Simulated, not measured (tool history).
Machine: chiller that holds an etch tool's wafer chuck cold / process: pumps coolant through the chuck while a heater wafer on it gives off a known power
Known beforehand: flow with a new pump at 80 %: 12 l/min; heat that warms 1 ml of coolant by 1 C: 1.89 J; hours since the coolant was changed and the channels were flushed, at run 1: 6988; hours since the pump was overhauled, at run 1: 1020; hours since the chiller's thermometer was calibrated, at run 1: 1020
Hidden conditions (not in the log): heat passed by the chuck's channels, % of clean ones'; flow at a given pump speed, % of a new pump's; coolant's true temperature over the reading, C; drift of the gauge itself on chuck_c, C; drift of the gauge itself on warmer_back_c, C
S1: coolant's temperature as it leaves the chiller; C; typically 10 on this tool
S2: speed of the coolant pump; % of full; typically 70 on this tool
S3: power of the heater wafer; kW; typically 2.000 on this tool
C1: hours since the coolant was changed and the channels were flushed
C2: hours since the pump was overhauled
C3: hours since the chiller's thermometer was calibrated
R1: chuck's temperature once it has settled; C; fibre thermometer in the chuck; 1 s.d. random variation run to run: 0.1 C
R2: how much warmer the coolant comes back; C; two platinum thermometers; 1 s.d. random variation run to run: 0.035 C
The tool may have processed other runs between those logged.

{"run": 1, "hour": 0.0, "S1": 10, "S2": 70, "S3": 2.0, "C1": 6988, "C2": 1020, "C3": 1020, "R1": 27.0, "R2": 6.25}
{"run": 2, "hour": 192.1, "S1": 10, "S2": 70, "S3": 2.0, "C1": 7180, "C2": 1212, "C3": 1212, "R1": 27.0, "R2": 6.33}
{"run": 3, "hour": 375.3, "S1": 10, "S2": 70, "S3": 2.0, "C1": 7364, "C2": 1395, "C3": 1395, "R1": 27.5, "R2": 6.38}
{"run": 4, "hour": 492.9, "S1": 10, "S2": 70, "S3": 2.0, "C1": 7481, "C2": 1513, "C3": 1513, "R1": 27.4, "R2": 6.26}
{"run": 5, "hour": 616.0, "S1": 10, "S2": 63, "S3": 2.0, "C1": 7604, "C2": 1636, "C3": 1636, "R1": 29.2, "R2": 7.0}
{"run": 6, "hour": 734.1, "S1": 10, "S2": 63, "S3": 2.0, "C1": 7722, "C2": 1754, "C3": 1754, "R1": 29.2, "R2": 7.02}
{"hour": 814.5, "done": "coolant changed, channels flushed"}
{"run": 7, "hour": 887.3, "S1": 10, "S2": 63, "S3": 2.0, "C1": 73, "C2": 1901, "C3": 1901, "R1": 26.4, "R2": 7.18}

For run 8, what comes out?
{"run": 8, "hour": 1077.1, "S1": 10, "S2": 63, "S3": 2.0, "C1": 263, "C2": 2091, "C3": 2091, "R1": "?", "R2": "?"}

R1: 26.5 C
R2: 7.15 C
Had the tool carried no hidden state, the very same run would have given R1 25.6 C, R2 6.80 C.
